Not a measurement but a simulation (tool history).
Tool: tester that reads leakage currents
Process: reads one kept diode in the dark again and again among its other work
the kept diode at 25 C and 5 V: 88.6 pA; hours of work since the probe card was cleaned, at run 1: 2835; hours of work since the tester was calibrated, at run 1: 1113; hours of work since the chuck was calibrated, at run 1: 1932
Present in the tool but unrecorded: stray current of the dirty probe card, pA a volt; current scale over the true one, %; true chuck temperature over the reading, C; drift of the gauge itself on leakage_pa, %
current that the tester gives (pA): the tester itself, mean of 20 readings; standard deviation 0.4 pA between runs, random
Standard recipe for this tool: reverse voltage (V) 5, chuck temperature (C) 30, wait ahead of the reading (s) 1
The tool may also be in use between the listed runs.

run	day	reverse voltage (V)	chuck temperature (C)	wait ahead of the reading (s)	hours of work since the probe card was cleaned	hours of work since the tester was calibrated	hours of work since the chuck was calibrated	current that the tester gives (pA)
1	0	5	30	1	2835	1113	1932	128.86
2	1.308	5	30	0.81	2854	1132	1952	129.38
# day 2.488: chuck's temperature calibrated
3	3.325	5	30	0.81	2883	1161	12	146.38
4	4.958	5	30	1	2907	1185	37	146.78
5	6.204	5	30	1	2925	1203	55	146.45
6	7.275	5	30	1	2941	1219	71	146.33
7	8.179	5	30	1	2954	1232	84	147.21
8	10.104	5	30	1	2983	1261	113	146.4
9	11.175	5	30	1	2999	1277	129	146.51
10	12.188	10.84	30	1	3014	1292	144	228.79
11	14.025	1.05	30	0.59	3041	1319	171	61.35
# day 14.788: probe card cleaned and baked
12	15.65	17.35	30	0.53	13	1341	193	254.84
13	16.883	17.35	30	0.53	31	1359	211	254.37
14	18.246	7.56	29	0.35	51	1380	231	153.33
15	20.267	9.96	40	1.24	81	1409	261	399.49
16	22.104	9.96	40	1.24	108	1437	288	397.37
17	22.975	9.96	40	1.24	121	1450	301	397.62
18	24.867	9.96	40	1.24	149	1477	329	395.97
19	25.9	5	23	1	164	1493	345	75.68

Alternative continuations, all from the tool just after run 19; predict every row:
A	27.021	2.74	35	1	181	1509	361	?
B	27.021	10.93	26	1	181	1509	361	?
C	27.021	6.97	42	0.94	181	1509	361	?

run	current that the tester gives (pA)
A	140.43
B	144.72
C	380.62
Had the tool no hidden state, the same runs would have come out as:
run	current that the tester gives (pA)
A	142.19
B	145.31
C	385.15

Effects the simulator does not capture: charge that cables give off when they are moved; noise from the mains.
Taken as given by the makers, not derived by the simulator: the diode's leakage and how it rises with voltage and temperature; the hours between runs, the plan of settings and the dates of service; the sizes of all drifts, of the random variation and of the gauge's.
